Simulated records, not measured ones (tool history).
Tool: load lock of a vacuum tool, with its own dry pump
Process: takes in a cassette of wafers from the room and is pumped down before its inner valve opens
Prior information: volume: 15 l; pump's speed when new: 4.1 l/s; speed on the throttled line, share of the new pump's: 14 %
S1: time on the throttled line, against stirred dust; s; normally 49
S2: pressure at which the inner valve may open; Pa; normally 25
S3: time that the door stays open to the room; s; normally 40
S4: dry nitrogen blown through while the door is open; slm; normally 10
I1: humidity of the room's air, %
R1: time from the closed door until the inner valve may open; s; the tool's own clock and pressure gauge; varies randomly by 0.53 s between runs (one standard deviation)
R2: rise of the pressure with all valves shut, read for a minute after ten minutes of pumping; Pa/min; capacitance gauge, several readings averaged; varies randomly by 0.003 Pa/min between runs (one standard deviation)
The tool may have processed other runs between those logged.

| run | hour | S1 | S2 | S3 | S4 | I1 | R1 | R2 |
|---|---|---|---|---|---|---|---|---|
| 1 | 0.0 | 49 | 25 | 40 | 10 | 41.3 | 74.6 | 0.135 |
| 2 | 119.6 | 49 | 25 | 40 | 10 | 47.7 | 75.5 | 0.142 |
| 3 | 287.3 | 49 | 25 | 40 | 10 | 41.3 | 74.9 | 0.139 |
| 4 | 451.6 | 49 | 25 | 40 | 10 | 44.5 | 75.3 | 0.150 |
| 5 | 637.1 | 49 | 25 | 40 | 10 | 42.9 | 75.1 | 0.149 |
| 6 | 792.1 | 49 | 25 | 40 | 10 | 45.1 | 76.2 | 0.156 |
| 7 | 973.5 | 49 | 25 | 40 | 10 | 47.4 | 75.9 | 0.156 |
| 8 | 1128.9 | 49 | 23 | 40 | 10 | 45.9 | 75.3 | 0.163 |
| 9 | 1272.9 | 49 | 23 | 40 | 10 | 46.9 | 76.3 | 0.159 |
| 10 | 1401.3 | 49 | 25 | 33 | 10 | 43.1 | 75.9 | 0.157 |
| 11 | 1558.6 | 49 | 25 | 40 | 10 | 47.3 | 75.5 | 0.167 |
| 12 | 1653.4 | 49 | 25 | 40 | 10 | 43.9 | 75.5 | 0.169 |
| 13 | 1777.4 | 96 | 48 | 214 | 17 | 41.9 | 112.6 | 0.193 |
| 14 | 1892.8 | 49 | 25 | 88 | 13 | 46.2 | 76.4 | 0.186 |
| 15 | 2017.6 | 49 | 25 | 33 | 13 | 46.9 | 75.6 | 0.170 |
| 16 | 2197.1 | 49 | 25 | 33 | 13 | 44.7 | 76.6 | 0.170 |
| 17 | 2302.2 | 49 | 22 | 40 | 4 | 41.3 | 77.1 | 0.179 |
| 18 | 2399.9 | 49 | 18 | 40 | 4 | 42.6 | 77.5 | 0.184 |
| 19 | 2496.0 | 49 | 18 | 40 | 4 | 42.4 | 77.8 | 0.182 |
| 20 | 2608.6 | 49 | 18 | 40 | 4 | 47.5 | 77.3 | 0.192 |
|  | 2690.8 | door's seal changed, seat wiped |
| 21 | 2709.9 | 49 | 18 | 40 | 4 | 46.5 | 77.5 | 0.048 |
| 22 | 2866.1 | 28 | 49 | 60 | 11 | 46.5 | 55.8 | 0.042 |
| 23 | 3042.4 | 28 | 49 | 60 | 11 | 46.8 | 56.6 | 0.054 |
| 24 | 3170.9 | 28 | 42 | 40 | 10 | 45.9 | 56.9 | 0.054 |

How would selected steps in R1 from run to run divide? Give the signed amount a tool lacking its hidden state would still show from settings, what came in and random variation, and the signed amount left for the hidden state, including any gauge scatter that is not in both of the compared results.
The hidden state here: pump's speed, % of a new pump's; leak at the door's seal, Pa l/s; drift of the gauge itself on ready_s, %; drift of the gauge itself on rise_pa_min, %.
Run 12 -> 13: S1 49 -> 96, S2 25 -> 48, S3 40 -> 214, S4 10 -> 17. R1 +37.1 s: hidden state -1.1, all else +38.2.
Run 13 -> 14: S1 96 -> 49, S2 48 -> 25, S3 214 -> 88, S4 17 -> 13. R1 -36.2 s: hidden state +1.1, all else -37.3.
